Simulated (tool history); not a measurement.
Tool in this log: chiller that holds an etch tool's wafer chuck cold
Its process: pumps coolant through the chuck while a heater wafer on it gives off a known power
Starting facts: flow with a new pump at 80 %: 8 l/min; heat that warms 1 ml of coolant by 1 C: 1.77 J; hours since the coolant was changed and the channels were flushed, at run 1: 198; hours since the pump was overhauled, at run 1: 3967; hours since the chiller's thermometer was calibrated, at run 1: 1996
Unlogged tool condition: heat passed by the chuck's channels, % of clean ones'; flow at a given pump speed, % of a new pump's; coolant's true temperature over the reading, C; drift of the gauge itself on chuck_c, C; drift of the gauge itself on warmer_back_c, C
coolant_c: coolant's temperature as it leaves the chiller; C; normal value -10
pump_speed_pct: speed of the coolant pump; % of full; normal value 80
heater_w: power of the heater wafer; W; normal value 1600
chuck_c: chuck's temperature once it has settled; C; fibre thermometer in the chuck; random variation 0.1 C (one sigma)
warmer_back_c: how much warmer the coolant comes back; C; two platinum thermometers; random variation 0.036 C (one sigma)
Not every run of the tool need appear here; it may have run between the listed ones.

| run | day | coolant_c | pump_speed_pct | heater_w | hours since the coolant was changed and the channels were flushed | hours since the pump was overhauled | hours since the chiller's thermometer was calibrated | chuck_c | warmer_back_c |
|---|---|---|---|---|---|---|---|---|---|
| 1 | 0 | -10 | 80 | 1600 | 198 | 3967 | 1996 | 4.7 | 7.5 |
| 2 | 2.546 | -10 | 80 | 1600 | 259 | 4028 | 2057 | 4.8 | 7.6 |
| 3 | 5.617 | -10 | 80 | 1600 | 333 | 4102 | 2130 | 4.8 | 7.6 |
| 4 | 9.425 | -10 | 80 | 1600 | 424 | 4194 | 2222 | 5 | 7.55 |
| 5 | 12.775 | -10 | 80 | 1600 | 505 | 4274 | 2302 | 5.1 | 7.58 |
| 6 | 15.296 | -10 | 80 | 1600 | 565 | 4334 | 2363 | 5.1 | 7.65 |
|  | 18.546 | chiller's thermometer calibrated |
| 7 | 18.596 | -10 | 80 | 1600 | 643 | 4413 | 1 | 5.2 | 7.65 |
| 8 | 23.462 | -10 | 80 | 1600 | 760 | 4529 | 118 | 5.4 | 7.66 |
| 9 | 26.25 | -7 | 61 | 955 | 827 | 4596 | 185 | 4 | 6.08 |
| 10 | 28.725 | -13 | 80 | 1865 | 886 | 4656 | 244 | 5 | 8.94 |
| 11 | 33.138 | -10 | 74 | 1600 | 992 | 4762 | 350 | 6.4 | 8.37 |
| 12 | 36.696 | -10 | 74 | 1600 | 1078 | 4847 | 436 | 6.3 | 8.38 |
| 13 | 38.983 | -19 | 65 | 1914 | 1133 | 4902 | 490 | 2.4 | 11.45 |

Branching from run 13: 5 alternative next runs. What would each branch give?
| A | 41.012 | -2 | 89 | 1420 | 1181 | 4951 | 539 | ? | ? |
| B | 41.012 | -10 | 72 | 1702 | 1181 | 4951 | 539 | ? | ? |
| C | 41.012 | -8 | 65 | 872 | 1181 | 4951 | 539 | ? | ? |
| D | 41.012 | -12 | 76 | 1689 | 1181 | 4951 | 539 | ? | ? |
| E | 41.012 | -4 | 65 | 1914 | 1181 | 4951 | 539 | ? | ? |

| run | chuck_c | warmer_back_c |
|---|---|---|
| A | 10.9 | 6.13 |
| B | 7.8 | 9.25 |
| C | 1.8 | 5.24 |
| D | 5.3 | 8.61 |
| E | 17.5 | 11.45 |
Without the tool's hidden state the same runs would have given:
| run | chuck_c | warmer_back_c |
|---|---|---|
| A | 9.5 | 5.35 |
| B | 5.8 | 8.08 |
| C | 0.7 | 4.58 |
| D | 3.4 | 7.51 |
| E | 15 | 9.99 |

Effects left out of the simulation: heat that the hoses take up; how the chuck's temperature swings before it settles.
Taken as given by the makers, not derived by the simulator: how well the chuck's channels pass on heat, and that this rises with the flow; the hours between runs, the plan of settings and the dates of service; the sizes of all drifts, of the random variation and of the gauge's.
